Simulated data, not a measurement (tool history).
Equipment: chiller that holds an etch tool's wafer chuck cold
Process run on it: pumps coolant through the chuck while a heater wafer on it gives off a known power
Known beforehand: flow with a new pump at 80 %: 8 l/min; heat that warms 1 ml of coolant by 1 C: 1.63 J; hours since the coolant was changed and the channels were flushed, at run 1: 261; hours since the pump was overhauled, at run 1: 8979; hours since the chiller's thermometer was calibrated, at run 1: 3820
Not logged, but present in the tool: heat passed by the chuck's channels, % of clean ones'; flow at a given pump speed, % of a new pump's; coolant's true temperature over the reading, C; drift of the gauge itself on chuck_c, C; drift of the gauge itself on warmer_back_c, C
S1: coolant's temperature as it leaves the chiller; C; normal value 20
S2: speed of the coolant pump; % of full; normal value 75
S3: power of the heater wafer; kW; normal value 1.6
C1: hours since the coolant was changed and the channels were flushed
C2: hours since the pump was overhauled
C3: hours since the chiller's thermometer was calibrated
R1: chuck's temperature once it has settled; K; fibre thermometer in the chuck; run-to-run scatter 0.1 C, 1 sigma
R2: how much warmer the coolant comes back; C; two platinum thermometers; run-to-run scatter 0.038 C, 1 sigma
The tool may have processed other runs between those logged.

run 1 hour=0 | S1=20 S2=75 S3=1.6 | C1=261 C2=8979 C3=3820 | R1=313.85 R2=9.56
run 2 hour=208.6 | S1=22 S2=75 S3=1.6 | C1=469 C2=9188 C3=4029 | R1=316.25 R2=9.55
run 3 hour=318.5 | S1=22 S2=75 S3=1.6 | C1=579 C2=9297 C3=4138 | R1=316.25 R2=9.63
-- hour=416.3 chiller's thermometer calibrated
run 4 hour=490.3 | S1=22 S2=75 S3=1.6 | C1=750 C2=9468 C3=74 | R1=316.05 R2=9.73
run 5 hour=624.2 | S1=12 S2=75 S3=1.6 | C1=884 C2=9602 C3=208 | R1=306.15 R2=9.72
run 6 hour=729.3 | S1=20 S2=75 S3=1.6 | C1=989 C2=9707 C3=313 | R1=314.05 R2=9.71
run 7 hour=891.1 | S1=20 S2=75 S3=1.6 | C1=1151 C2=9869 C3=475 | R1=314.25 R2=9.75
run 8 hour=1057.6 | S1=20 S2=75 S3=1.144 | C1=1317 C2=10036 C3=641 | R1=308.45 R2=6.94
run 9 hour=1192.7 | S1=20 S2=75 S3=1.6 | C1=1452 C2=10171 C3=776 | R1=314.75 R2=9.81
run 10 hour=1317.1 | S1=20 S2=75 S3=1.6 | C1=1577 C2=10295 C3=901 | R1=314.55 R2=9.82
run 11 hour=1443.3 | S1=20 S2=75 S3=1.6 | C1=1703 C2=10421 C3=1027 | R1=314.75 R2=9.9
run 12 hour=1597.8 | S1=20 S2=75 S3=1.6 | C1=1858 C2=10576 C3=1182 | R1=314.75 R2=9.86
run 13 hour=1709.2 | S1=20 S2=75 S3=1.6 | C1=1969 C2=10687 C3=1293 | R1=314.95 R2=9.91
run 14 hour=1807.4 | S1=16 S2=75 S3=1.6 | C1=2067 C2=10785 C3=1391 | R1=310.85 R2=9.98
run 15 hour=1987.3 | S1=16 S2=100 S3=1.6 | C1=2247 C2=10965 C3=1571 | R1=306.15 R2=7.35
run 16 hour=2182.9 | S1=16 S2=100 S3=1.6 | C1=2443 C2=11161 C3=1767 | R1=306.45 R2=7.36
run 17 hour=2283.3 | S1=18 S2=65 S3=1.6 | C1=2543 C2=11261 C3=1867 | R1=316.35 R2=11.82
run 18 hour=2432.8 | S1=18 S2=65 S3=1.6 | C1=2693 C2=11411 C3=2017 | R1=316.45 R2=11.81
run 19 hour=2615.5 | S1=13 S2=65 S3=1.794 | C1=2875 C2=11594 C3=2199 | R1=314.75 R2=13.46
run 20 hour=2795.4 | S1=21 S2=81 S3=1.784 | C1=3055 C2=11773 C3=2379 | R1=317.75 R2=10.46
run 21 hour=2912.1 | S1=21 S2=81 S3=1.784 | C1=3172 C2=11890 C3=2496 | R1=317.85 R2=10.49
run 22 hour=3046.7 | S1=19 S2=99 S3=1.099 | C1=3306 C2=12025 C3=2630 | R1=304.65 R2=5.13
run 23 hour=3259.4 | S1=22 S2=93 S3=1.015 | C1=3519 C2=12237 C3=2843 | R1=307.25 R2=5.25
-- hour=3277.1 coolant pump overhauled
run 24 hour=3447.8 | S1=20 S2=75 S3=1.362 | C1=3703 C2=171 C3=3027 | R1=309.35 R2=6.8
run 25 hour=3579.9 | S1=23 S2=82 S3=1.6 | C1=3835 C2=303 C3=3159 | R1=313.75 R2=7.29
run 26 hour=3791.5 | S1=23 S2=82 S3=1.6 | C1=4046 C2=514 C3=3370 | R1=313.95 R2=7.32

Alternative continuations, all from the tool just after run 26; predict every row:
run A hour=3893.3 | S1=15 S2=82 S3=1.45 | C1=4148 C2=616 C3=3472 | R1=? R2=?
run B hour=3893.3 | S1=21 S2=82 S3=1.6 | C1=4148 C2=616 C3=3472 | R1=? R2=?
run C hour=3893.3 | S1=23 S2=98 S3=1.6 | C1=4148 C2=616 C3=3472 | R1=? R2=?

run=A R1=304.35 R2=6.65
run=B R1=311.85 R2=7.3
run=C R1=311.45 R2=6
Had the tool no hidden state, the same runs would have come out as:
run=A R1=302.95 R2=6.54
run=B R1=310.45 R2=7.17
run=C R1=310.15 R2=5.89

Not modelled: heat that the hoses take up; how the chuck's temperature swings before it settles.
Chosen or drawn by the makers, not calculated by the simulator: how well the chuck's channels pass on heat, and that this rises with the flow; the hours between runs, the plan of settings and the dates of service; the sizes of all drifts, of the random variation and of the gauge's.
